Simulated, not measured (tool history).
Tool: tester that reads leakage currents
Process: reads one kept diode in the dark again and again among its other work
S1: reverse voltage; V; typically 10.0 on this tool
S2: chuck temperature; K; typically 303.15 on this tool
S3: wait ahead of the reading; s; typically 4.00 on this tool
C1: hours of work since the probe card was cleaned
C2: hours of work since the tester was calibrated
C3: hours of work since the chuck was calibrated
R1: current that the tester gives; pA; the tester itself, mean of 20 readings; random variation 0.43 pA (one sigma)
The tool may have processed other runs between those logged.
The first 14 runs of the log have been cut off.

| run | hour | S1 | S2 | S3 | C1 | C2 | C3 | R1 |
|---|---|---|---|---|---|---|---|---|
|  | 2030.8 | probe card cleaned and baked |
| 15 | 2161.6 | 10.0 | 303.15 | 4.00 | 72 | 108 | 865 | 132.25 |
| 16 | 2373.3 | 10.0 | 310.15 | 4.00 | 188 | 224 | 981 | 226.62 |
| 17 | 2540.8 | 10.0 | 303.15 | 4.00 | 279 | 315 | 1073 | 131.90 |
| 18 | 2646.2 | 10.0 | 295.15 | 4.00 | 337 | 373 | 1131 | 70.28 |
| 19 | 2847.2 | 1.8 | 303.15 | 4.00 | 447 | 483 | 1241 | 50.00 |
| 20 | 3046.3 | 6.5 | 299.15 | 2.95 | 556 | 592 | 1350 | 75.70 |
| 21 | 3152.8 | 6.5 | 299.15 | 2.95 | 614 | 650 | 1408 | 75.45 |
| 22 | 3258.4 | 15.1 | 299.15 | 4.39 | 672 | 708 | 1466 | 123.43 |
| 23 | 3458.0 | 10.0 | 314.15 | 4.57 | 781 | 817 | 1575 | 297.81 |
| 24 | 3646.4 | 9.3 | 320.15 | 7.83 | 884 | 920 | 1678 | 439.62 |
| 25 | 3862.2 | 2.6 | 303.15 | 1.66 | 1003 | 1039 | 1796 | 60.85 |
| 26 | 3953.4 | 2.6 | 303.15 | 1.66 | 1052 | 1089 | 1846 | 60.81 |
| 27 | 4102.1 | 1.7 | 314.15 | 1.66 | 1134 | 1170 | 1928 | 108.50 |
|  | 4253.1 | chuck's temperature calibrated |
| 28 | 4308.4 | 10.0 | 312.15 | 4.00 | 1246 | 1282 | 30 | 292.14 |
| 29 | 4434.4 | 13.9 | 308.15 | 7.45 | 1315 | 1351 | 99 | 264.83 |
| 30 | 4570.4 | 13.9 | 308.15 | 7.45 | 1389 | 1425 | 174 | 262.83 |
| 31 | 4773.3 | 13.9 | 308.15 | 0.70 | 1500 | 1536 | 285 | 271.04 |
| 32 | 4897.6 | 13.9 | 308.15 | 0.70 | 1568 | 1604 | 353 | 269.46 |
| 33 | 5104.7 | 15.0 | 308.15 | 0.49 | 1682 | 1718 | 466 | 285.12 |
| 34 | 5270.5 | 15.0 | 308.15 | 1.11 | 1772 | 1808 | 557 | 277.59 |
| 35 | 5430.1 | 6.4 | 305.15 | 1.95 | 1860 | 1896 | 644 | 135.43 |
| 36 | 5555.4 | 6.4 | 305.15 | 1.95 | 1928 | 1964 | 713 | 135.04 |
| 37 | 5684.5 | 6.4 | 305.15 | 1.95 | 1999 | 2035 | 784 | 133.57 |
| 38 | 5844.6 | 1.8 | 321.15 | 0.81 | 2087 | 2123 | 871 | 202.26 |

Each row is a separate what-if for the run after 38, all from the same tool condition, not one after another. Results?
| A | 6010.7 | 2.4 | 300.15 | 0.36 | 2177 | 2214 | 962 | ? |
| B | 6010.7 | 1.8 | 296.15 | 0.81 | 2177 | 2214 | 962 | ? |
| C | 6010.7 | 1.5 | 304.15 | 0.68 | 2177 | 2214 | 962 | ? |
| D | 6010.7 | 1.8 | 321.15 | 7.38 | 2177 | 2214 | 962 | ? |
| E | 6010.7 | 1.8 | 321.15 | 2.78 | 2177 | 2214 | 962 | ? |

| run | R1 |
|---|---|
| A | 54.21 |
| B | 33.24 |
| C | 53.37 |
| D | 201.46 |
| E | 202.01 |
With the hidden condition removed and each run's random variation left untouched, the same runs would have given:
| run | R1 |
|---|---|
| A | 52.71 |
| B | 31.73 |
| C | 53.84 |
| D | 210.11 |
| E | 210.68 |
